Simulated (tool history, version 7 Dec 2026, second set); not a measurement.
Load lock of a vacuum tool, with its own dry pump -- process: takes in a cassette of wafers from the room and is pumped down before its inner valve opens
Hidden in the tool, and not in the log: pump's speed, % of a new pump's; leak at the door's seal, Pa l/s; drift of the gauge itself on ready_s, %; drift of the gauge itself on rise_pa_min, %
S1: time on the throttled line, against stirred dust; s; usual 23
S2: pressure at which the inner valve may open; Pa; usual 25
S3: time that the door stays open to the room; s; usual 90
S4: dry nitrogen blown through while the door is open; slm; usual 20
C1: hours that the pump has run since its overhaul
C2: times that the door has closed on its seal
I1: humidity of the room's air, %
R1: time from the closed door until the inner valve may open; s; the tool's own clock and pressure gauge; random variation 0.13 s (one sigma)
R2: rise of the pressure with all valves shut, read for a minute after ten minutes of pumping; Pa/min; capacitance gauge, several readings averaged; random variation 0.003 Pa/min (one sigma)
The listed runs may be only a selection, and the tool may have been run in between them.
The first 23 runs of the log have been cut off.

Run 24, hour 8479.1: usual settings but S2 29 Pa, S3 136 s; C1 1952; C2 30656; I1 45.1. Result: R1 35.1 s, R2 0.104 Pa/min.
Run 25, hour 8983.0: usual settings but S1 16 s, S2 39 Pa, S3 100 s, S4 37 slm; C1 2456; C2 32190; I1 43.0. Result: R1 28.2 s, R2 0.091 Pa/min.
Run 26, hour 9313.1: usual settings but S1 16 s, S2 39 Pa, S3 100 s, S4 37 slm; C1 2786; C2 33195; I1 46.4. Result: R1 28.3 s, R2 0.094 Pa/min.
Run 27, hour 9846.7: usual settings but S1 16 s, S2 39 Pa, S3 100 s, S4 37 slm; C1 3319; C2 34820; I1 48.6. Result: R1 28.4 s, R2 0.097 Pa/min.
Run 28, hour 10165.7: usual settings but S3 119 s; C1 3638; C2 35791; I1 42.2. Result: R1 35.4 s, R2 0.116 Pa/min.
Run 29, hour 10487.6: usual settings but S2 23 Pa, S3 85 s; C1 3960; C2 36771; I1 45.1. Result: R1 35.7 s, R2 0.112 Pa/min.
Run 30, hour 10778.9: usual settings but S2 23 Pa, S3 85 s; C1 4251; C2 37658; I1 44.8. Result: R1 35.7 s, R2 0.110 Pa/min.
Run 31, hour 11046.5: usual settings but S1 26 s, S2 30 Pa; C1 4519; C2 38472; I1 44.9. Result: R1 37.9 s, R2 0.120 Pa/min.
Run 32, hour 11404.8: usual settings but S1 26 s, S2 30 Pa; C1 4877; C2 39563; I1 46.1. Result: R1 38.1 s, R2 0.124 Pa/min.
Run 33, hour 11961.8: usual settings but S1 31 s, S2 18 Pa, S3 224 s; C1 5434; C2 41259; I1 46.2. Result: R1 43.4 s, R2 0.148 Pa/min.
Run 34, hour 12291.3: usual settings but S1 31 s, S2 18 Pa, S3 224 s; C1 5764; C2 42262; I1 45.8. Result: R1 43.3 s, R2 0.151 Pa/min.
Run 35, hour 12833.1: usual settings but S1 31 s, S2 18 Pa, S3 45 s; C1 6306; C2 43911; I1 45.8. Result: R1 43.6 s, R2 0.124 Pa/min.
Run 36, hour 13296.2: usual settings but S2 20 Pa, S3 188 s; C1 6769; C2 45321; I1 45.0. Result: R1 36.3 s, R2 0.157 Pa/min.

Forecast each of these 5 alternatives for the next run:
Run A, hour 13622.1: usual settings but S4 6 slm; C1 7095; C2 46313; I1 45.6. Result: R1 ?, R2 ?.
Run B, hour 13622.1: usual settings but S1 18 s, S2 43 Pa, S3 63 s; C1 7095; C2 46313; I1 46.3. Result: R1 ?, R2 ?.
Run C, hour 13622.1: usual settings but S2 24 Pa, S3 188 s, S4 17 slm; C1 7095; C2 46313; I1 43.6. Result: R1 ?, R2 ?.
Run D, hour 13622.1: usual settings but S3 132 s; C1 7095; C2 46313; I1 48.7. Result: R1 ?, R2 ?.
Run E, hour 13622.1: usual settings but S2 23 Pa, S3 101 s; C1 7095; C2 46313; I1 46.5. Result: R1 ?, R2 ?.

run    R1     R2
  A  36.0  0.171
  B  30.6  0.145
  C  36.3  0.164
  D  35.8  0.155
  E  36.3  0.146
With no hidden state in the tool, these same runs would have given:
run    R1     R2
  A  34.7  0.073
  B  29.3  0.046
  C  35.0  0.067
  D  34.5  0.058
  E  35.0  0.048
